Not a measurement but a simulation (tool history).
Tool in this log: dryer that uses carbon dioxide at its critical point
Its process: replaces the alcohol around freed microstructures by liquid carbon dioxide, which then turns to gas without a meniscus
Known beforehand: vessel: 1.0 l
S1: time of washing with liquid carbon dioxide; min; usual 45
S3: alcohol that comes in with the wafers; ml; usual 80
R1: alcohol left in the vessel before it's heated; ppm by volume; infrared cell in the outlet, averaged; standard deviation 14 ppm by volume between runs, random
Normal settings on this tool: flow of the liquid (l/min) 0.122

{"run": 1, "hour": 0.0, "S1": 45, "flow of the liquid (l/min)": 0.122, "S3": 80, "R1": 1088}
{"run": 2, "hour": 68.9, "S1": 45, "flow of the liquid (l/min)": 0.122, "S3": 80, "R1": 1117}
{"run": 3, "hour": 125.6, "S1": 45, "flow of the liquid (l/min)": 0.122, "S3": 80, "R1": 1170}
{"run": 4, "hour": 153.9, "S1": 45, "flow of the liquid (l/min)": 0.122, "S3": 80, "R1": 1168}
{"run": 5, "hour": 222.8, "S1": 45, "flow of the liquid (l/min)": 0.136, "S3": 80, "R1": 832}
{"run": 6, "hour": 290.3, "S1": 45, "flow of the liquid (l/min)": 0.099, "S3": 80, "R1": 2750}
{"run": 7, "hour": 326.6, "S1": 45, "flow of the liquid (l/min)": 0.099, "S3": 80, "R1": 2735}
{"run": 8, "hour": 381.0, "S1": 45, "flow of the liquid (l/min)": 0.122, "S3": 80, "R1": 1413}
{"run": 9, "hour": 431.5, "S1": 45, "flow of the liquid (l/min)": 0.122, "S3": 80, "R1": 1456}
{"run": 10, "hour": 487.3, "S1": 30, "flow of the liquid (l/min)": 0.122, "S3": 80, "R1": 5602}
{"run": 11, "hour": 536.8, "S1": 30, "flow of the liquid (l/min)": 0.122, "S3": 80, "R1": 5633}
{"run": 12, "hour": 603.3, "S1": 30, "flow of the liquid (l/min)": 0.122, "S3": 80, "R1": 5756}
{"run": 13, "hour": 659.4, "S1": 30, "flow of the liquid (l/min)": 0.122, "S3": 80, "R1": 6105}
{"run": 14, "hour": 719.2, "S1": 54, "flow of the liquid (l/min)": 0.122, "S3": 80, "R1": 891}
{"run": 15, "hour": 786.2, "S1": 54, "flow of the liquid (l/min)": 0.122, "S3": 80, "R1": 939}
{"hour": 816.2, "done": "inlet filter changed"}
{"run": 16, "hour": 854.7, "S1": 40, "flow of the liquid (l/min)": 0.122, "S3": 80, "R1": 1692}
{"run": 17, "hour": 917.0, "S1": 45, "flow of the liquid (l/min)": 0.122, "S3": 23, "R1": 457}
{"run": 18, "hour": 987.4, "S1": 45, "flow of the liquid (l/min)": 0.122, "S3": 23, "R1": 475}
{"run": 19, "hour": 1030.9, "S1": 45, "flow of the liquid (l/min)": 0.122, "S3": 23, "R1": 483}
{"run": 20, "hour": 1100.6, "S1": 45, "flow of the liquid (l/min)": 0.122, "S3": 23, "R1": 483}
{"run": 21, "hour": 1168.7, "S1": 45, "flow of the liquid (l/min)": 0.122, "S3": 23, "R1": 512}
{"run": 22, "hour": 1209.9, "S1": 62, "flow of the liquid (l/min)": 0.122, "S3": 80, "R1": 441}
{"run": 23, "hour": 1238.3, "S1": 62, "flow of the liquid (l/min)": 0.122, "S3": 80, "R1": 423}
{"run": 24, "hour": 1294.0, "S1": 62, "flow of the liquid (l/min)": 0.122, "S3": 80, "R1": 458}

For run 25, what comes out?
{"run": 25, "hour": 1329.2, "S1": 54, "flow of the liquid (l/min)": 0.092, "S3": 40, "R1": "?"}

R1: 1117 ppm by volume
The same run, on a tool lacking any hidden state, would have yielded R1 654 ppm by volume.
